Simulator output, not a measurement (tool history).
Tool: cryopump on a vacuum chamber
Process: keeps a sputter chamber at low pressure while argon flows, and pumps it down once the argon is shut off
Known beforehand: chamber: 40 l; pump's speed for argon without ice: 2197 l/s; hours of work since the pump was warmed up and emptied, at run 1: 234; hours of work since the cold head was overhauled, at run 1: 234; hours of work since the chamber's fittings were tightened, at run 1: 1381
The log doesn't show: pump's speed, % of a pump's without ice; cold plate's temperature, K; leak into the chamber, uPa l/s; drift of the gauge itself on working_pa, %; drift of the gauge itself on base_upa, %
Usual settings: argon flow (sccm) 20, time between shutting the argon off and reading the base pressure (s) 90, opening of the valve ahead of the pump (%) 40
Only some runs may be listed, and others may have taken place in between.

run     day  argon flow (sccm)  time between shutting the argon off and reading the base pressure (s)  opening of the valve ahead of the pump (%)  hours of work since the pump was warmed up and emptied  hours of work since the cold head was overhauled  hours of work since the chamber's fittings were tightened  pressure while argon flows (Pa)  pressure after the wait (uPa)
  1   0.000                 20                                                                     90                                          40                                                     234                                               234                                                       1381                           0.0392                           1.75
  2   0.433                 20                                                                     90                                          40                                                     243                                               243                                                       1390                           0.0393                           1.80
  3   0.825                 20                                                                     90                                          40                                                     251                                               251                                                       1397                           0.0389                           1.81
  4   1.438                 20                                                                     90                                          40                                                     263                                               263                                                       1410                           0.0391                           1.74
  5   1.812                  9                                                                     90                                          40                                                     271                                               271                                                       1417                           0.0179                           1.83
  6   2.408                 11                                                                     90                                          40                                                     283                                               283                                                       1429                           0.0213                           1.82
  7   2.738                 12                                                                     90                                          40                                                     289                                               289                                                       1436                           0.0241                           1.77
  8   3.308                 12                                                                     90                                          40                                                     301                                               301                                                       1447                           0.0238                           1.79
  9   3.579                 21                                                                     90                                          40                                                     306                                               306                                                       1452                           0.0410                           1.91
 10   3.850                 20                                                                     90                                          40                                                     311                                               311                                                       1458                           0.0395                           1.87
 11   4.225                 20                                                                     90                                          40                                                     319                                               319                                                       1465                           0.0392                           1.86
 12   4.808                 20                                                                     82                                          40                                                     331                                               331                                                       1477                           0.0396                           1.92
 13   5.325                 20                                                                     82                                          40                                                     341                                               341                                                       1487                           0.0393                           1.98
 14   5.925                 20                                                                     51                                          40                                                     353                                               353                                                       1499                           0.0396                           2.30
 15   6.358                 37                                                                     90                                          40                                                     362                                               362                                                       1508                           0.0732                           1.84
 16   6.729                 20                                                                     90                                          40                                                     369                                               369                                                       1516                           0.0396                           1.87
 17   7.004                 20                                                                     90                                          40                                                     375                                               375                                                       1521                           0.0399                           1.82
 18   7.546                  9                                                                     90                                          18                                                     385                                               385                                                       1532                           0.0388                           1.85
 19   8.162                  9                                                                     90                                          18                                                     398                                               398                                                       1544                           0.0394                           1.86
 20   8.575                  9                                                                     90                                          18                                                     406                                               406                                                       1552                           0.0389                           1.94
 21   8.946                  9                                                                     56                                          31                                                     413                                               413                                                       1560                           0.0230                           2.32
 22   9.483                 20                                                                     68                                          40                                                     424                                               424                                                       1571                           0.0397                           2.18
 23  10.008                 10                                                                     25                                          24                                                     435                                               435                                                       1581                           0.0329                           3.72
 24  10.375                 13                                                                    100                                          24                                                     442                                               442                                                       1589                           0.0421                           1.88
 25  10.779                 25                                                                     90                                          40                                                     450                                               450                                                       1597                           0.0499                           1.98
 26  11.250                 25                                                                     77                                          40                                                     459                                               459                                                       1606                           0.0497                           2.05
 27  11.529                 25                                                                     77                                          40                                                     465                                               465                                                       1612                           0.0494                           2.13
 28  11.804                  9                                                                     34                                          45                                                     471                                               471                                                       1617                           0.0161                           3.10
 29  12.062                 17                                                                     62                                          45                                                     476                                               476                                                       1622                           0.0306                           2.33
 30  12.604                 21                                                                     22                                          40                                                     487                                               487                                                       1633                           0.0420                           4.05
 31  13.179                 10                                                                     33                                          59                                                     498                                               498                                                       1645                           0.0138                           3.20

Run 32 comes next. What will it give?
 32  13.612                 10                                                                     33                                          59                                                     507                                               507                                                       1653                                ?                              ?

pressure while argon flows (Pa): 0.0138
pressure after the wait (uPa): 3.18
Were there no unlogged condition in the tool, this run, its random variation unchanged, would have produced pressure while argon flows (Pa) 0.0130, pressure after the wait (uPa) 1.98.

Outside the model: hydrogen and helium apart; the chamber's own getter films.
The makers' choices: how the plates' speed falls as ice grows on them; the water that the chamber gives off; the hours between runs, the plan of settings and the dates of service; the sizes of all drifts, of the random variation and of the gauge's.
